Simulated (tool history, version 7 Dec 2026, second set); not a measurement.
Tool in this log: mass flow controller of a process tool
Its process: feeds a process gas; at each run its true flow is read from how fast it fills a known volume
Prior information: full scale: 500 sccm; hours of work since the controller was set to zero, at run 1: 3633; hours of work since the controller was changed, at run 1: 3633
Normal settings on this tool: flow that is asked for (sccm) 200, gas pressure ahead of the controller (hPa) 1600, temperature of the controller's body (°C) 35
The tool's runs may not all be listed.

run	hour	flow that is asked for (sccm)	gas pressure ahead of the controller (hPa)	temperature of the controller's body (°C)	hours of work since the controller was set to zero	hours of work since the controller was changed	true flow (%)
1	0	200	1600	35	3633	3633	98.8
2	101.2	200	1600	35	3713	3713	98.7
3	215.3	200	1600	35	3804	3804	98.84
4	342	200	1600	35	3904	3904	98.68
5	420.4	200	1600	35	3966	3966	98.79
6	477.8	200	1600	35	4012	4012	98.74
# hour 484.5: controller's zero set anew
7	586.9	200	1600	35	81	4098	98.96
8	669.7	200	1600	35	147	4164	98.91
9	745.4	200	1600	35	207	4224	99
10	812.5	200	1540	35	260	4277	99.02
# hour 900.4: controller's zero set anew, once more
11	907.4	467	1730	22	6	4352	98.42

Forecast each of these 5 alternatives for the next run:
A	970.1	304	1730	38	55	4402	?
B	970.1	53	1480	32	55	4402	?
C	970.1	467	2530	22	55	4402	?
D	970.1	83	1600	35	55	4402	?
E	970.1	200	1600	25	55	4402	?

run	true flow (%)
A	98.59
B	97.79
C	98.45
D	97.9
E	97.68
Had the tool no hidden state, the same runs would have come out as:
run	true flow (%)
A	99.78
B	98.44
C	99.69
D	98.79
E	98.82
